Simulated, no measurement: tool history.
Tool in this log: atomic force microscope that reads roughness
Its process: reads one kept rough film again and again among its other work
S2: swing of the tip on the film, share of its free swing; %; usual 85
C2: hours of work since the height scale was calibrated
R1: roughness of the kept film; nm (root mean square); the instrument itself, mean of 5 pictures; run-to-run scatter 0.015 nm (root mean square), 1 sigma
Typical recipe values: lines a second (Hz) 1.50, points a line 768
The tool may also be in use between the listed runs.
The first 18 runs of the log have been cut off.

Run 19, day 9.538: usual settings but lines a second (Hz) 0.86, S2 61 %, points a line 771; pictures with this tip 46; C2 254. Result: R1 3.637 nm (root mean square).
Run 20, day 10.008: usual settings but lines a second (Hz) 3.05, S2 65 %; pictures with this tip 60; C2 260. Result: R1 3.256 nm (root mean square).
Run 21, day 10.575: usual settings but lines a second (Hz) 3.05, S2 65 %; pictures with this tip 77; C2 268. Result: R1 3.134 nm (root mean square).
Run 22, day 11.038: usual settings but lines a second (Hz) 0.74, S2 79 %, points a line 704; pictures with this tip 91; C2 274. Result: R1 3.172 nm (root mean square).
At day 11.550: new tip fitted.
Run 23, day 11.662: usual settings but lines a second (Hz) 0.74, S2 79 %, points a line 704; pictures with this tip 3; C2 282. Result: R1 3.878 nm (root mean square).
Run 24, day 12.221: usual settings but lines a second (Hz) 0.74, S2 79 %, points a line 704; pictures with this tip 20; C2 289. Result: R1 3.722 nm (root mean square).
Run 25, day 12.742: usual settings but lines a second (Hz) 0.74, S2 58 %, points a line 704; pictures with this tip 36; C2 296. Result: R1 3.754 nm (root mean square).
Run 26, day 13.017: usual settings but lines a second (Hz) 1.84, S2 80 %, points a line 649; pictures with this tip 44; C2 299. Result: R1 3.276 nm (root mean square).
Run 27, day 13.425: usual settings but lines a second (Hz) 1.84, S2 71 %, points a line 649; pictures with this tip 56; C2 305. Result: R1 3.325 nm (root mean square).
Run 28, day 13.717: usual settings but S2 79 %, points a line 439; pictures with this tip 65; C2 309. Result: R1 3.171 nm (root mean square).
Run 29, day 14.338: usual settings but S2 79 %, points a line 439; pictures with this tip 84; C2 317. Result: R1 3.016 nm (root mean square).
Run 30, day 14.912: usual settings but S2 88 %, points a line 747; pictures with this tip 101; C2 324. Result: R1 2.801 nm (root mean square).
At day 15.075: new tip fitted.
Run 31, day 15.338: usual settings but lines a second (Hz) 2.04, S2 58 %, points a line 747; pictures with this tip 8; C2 329. Result: R1 3.909 nm (root mean square).

Consider 4 possible next runs. They are alternatives, not a sequence: every one starts from the tool as it was left by run 31. What does each give?
Run A, day 15.979: usual settings but S2 68 %, points a line 875; pictures with this tip 27; C2 338. Result: R1 ?.
Run B, day 15.979: usual settings but lines a second (Hz) 0.81, S2 66 %, points a line 553; pictures with this tip 27; C2 338. Result: R1 ?.
Run C, day 15.979: usual settings but lines a second (Hz) 0.66, S2 63 %, points a line 262; pictures with this tip 27; C2 338. Result: R1 ?.
Run D, day 15.979: usual settings but lines a second (Hz) 0.86, S2 68 %, points a line 286; pictures with this tip 27; C2 338. Result: R1 ?.

run     R1
  A  3.679
  B  3.810
  C  3.784
  D  3.745
Stripped of hidden state, with their random variation kept, the same runs would have yielded:
run     R1
  A  3.969
  B  4.111
  C  4.083
  D  4.041
